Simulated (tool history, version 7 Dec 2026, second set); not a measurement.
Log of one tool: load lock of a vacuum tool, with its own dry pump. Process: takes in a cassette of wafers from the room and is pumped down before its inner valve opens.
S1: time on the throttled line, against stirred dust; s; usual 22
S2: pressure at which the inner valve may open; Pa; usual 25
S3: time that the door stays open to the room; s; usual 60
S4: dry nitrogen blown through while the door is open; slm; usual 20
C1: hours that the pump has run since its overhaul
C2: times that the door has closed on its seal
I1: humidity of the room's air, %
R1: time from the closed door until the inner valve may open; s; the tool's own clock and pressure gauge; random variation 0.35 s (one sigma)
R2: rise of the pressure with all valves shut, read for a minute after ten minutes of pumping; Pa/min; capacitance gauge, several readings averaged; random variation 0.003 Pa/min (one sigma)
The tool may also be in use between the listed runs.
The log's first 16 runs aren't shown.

run 17 day=383.021 | S1=22 S2=38 S3=60 S4=20 | C1=1057 C2=26197 | I1=44 | R1=31.4 R2=0.079
run 18 day=407.642 | S1=22 S2=25 S3=126 S4=20 | C1=1648 C2=27917 | I1=41.1 | R1=32.2 R2=0.096
run 19 day=429.088 | S1=22 S2=25 S3=126 S4=20 | C1=2163 C2=29416 | I1=44.5 | R1=31.5 R2=0.099
run 20 day=442.879 | S1=22 S2=22 S3=60 S4=20 | C1=2494 C2=30380 | I1=44.2 | R1=33 R2=0.085
run 21 day=464.917 | S1=22 S2=18 S3=60 S4=20 | C1=3023 C2=31919 | I1=45.4 | R1=33.3 R2=0.095
run 22 day=481.012 | S1=19 S2=25 S3=60 S4=13 | C1=3409 C2=33044 | I1=47.1 | R1=30 R2=0.106
run 23 day=501.242 | S1=19 S2=25 S3=60 S4=13 | C1=3894 C2=34457 | I1=43.6 | R1=30 R2=0.107
run 24 day=522.121 | S1=33 S2=25 S3=218 S4=13 | C1=4396 C2=35916 | I1=44.8 | R1=40.8 R2=0.156
run 25 day=549.238 | S1=33 S2=25 S3=218 S4=13 | C1=5046 C2=37811 | I1=47.2 | R1=41.1 R2=0.164
run 26 day=570.008 | S1=33 S2=25 S3=218 S4=13 | C1=5545 C2=39262 | I1=45.6 | R1=41.6 R2=0.169
run 27 day=594.992 | S1=24 S2=30 S3=218 S4=13 | C1=6144 C2=41008 | I1=44.7 | R1=34.7 R2=0.171
run 28 day=607.933 | S1=22 S2=29 S3=35 S4=20 | C1=6455 C2=41912 | I1=46.8 | R1=32.8 R2=0.123
run 29 day=635.767 | S1=22 S2=25 S3=60 S4=40 | C1=7123 C2=43857 | I1=45.4 | R1=32.8 R2=0.134
run 30 day=662.567 | S1=22 S2=25 S3=60 S4=40 | C1=7766 C2=45729 | I1=45.9 | R1=32.9 R2=0.137
run 31 day=684.121 | S1=18 S2=25 S3=60 S4=9 | C1=8284 C2=47235 | I1=46 | R1=30.2 R2=0.169
run 32 day=705.75 | S1=18 S2=25 S3=60 S4=9 | C1=8803 C2=48746 | I1=50 | R1=29.8 R2=0.17
run 33 day=727.938 | S1=18 S2=25 S3=60 S4=9 | C1=9335 C2=50297 | I1=41.4 | R1=30 R2=0.172
run 34 day=741.958 | S1=18 S2=25 S3=60 S4=9 | C1=9672 C2=51276 | I1=40.9 | R1=30.1 R2=0.177
run 35 day=771.525 | S1=13 S2=46 S3=60 S4=19 | C1=10381 C2=53342 | I1=44.9 | R1=25.2 R2=0.18
run 36 day=791.679 | S1=37 S2=46 S3=60 S4=9 | C1=10865 C2=54751 | I1=45.2 | R1=43.4 R2=0.191
run 37 day=807.996 | S1=37 S2=46 S3=60 S4=9 | C1=11256 C2=55890 | I1=46.4 | R1=44.8 R2=0.206
run 38 day=824.746 | S1=41 S2=32 S3=207 S4=22 | C1=11659 C2=57061 | I1=44.6 | R1=48.2 R2=0.226

3 ways to go on from here, each from the tool as it stands after run 38. What would each give?
run A day=845.558 | S1=41 S2=40 S3=108 S4=7 | C1=12158 C2=58515 | I1=45.6 | R1=? R2=?
run B day=845.558 | S1=12 S2=32 S3=207 S4=22 | C1=12158 C2=58515 | I1=45.9 | R1=? R2=?
run C day=845.558 | S1=22 S2=24 S3=60 S4=13 | C1=12158 C2=58515 | I1=44.5 | R1=? R2=?

run=A R1=48.3 R2=0.23
run=B R1=25.5 R2=0.232
run=C R1=34.1 R2=0.21
Without the tool's hidden state the same runs would have given:
run=A R1=47 R2=0.058
run=B R1=23 R2=0.055
run=C R1=31.9 R2=0.036

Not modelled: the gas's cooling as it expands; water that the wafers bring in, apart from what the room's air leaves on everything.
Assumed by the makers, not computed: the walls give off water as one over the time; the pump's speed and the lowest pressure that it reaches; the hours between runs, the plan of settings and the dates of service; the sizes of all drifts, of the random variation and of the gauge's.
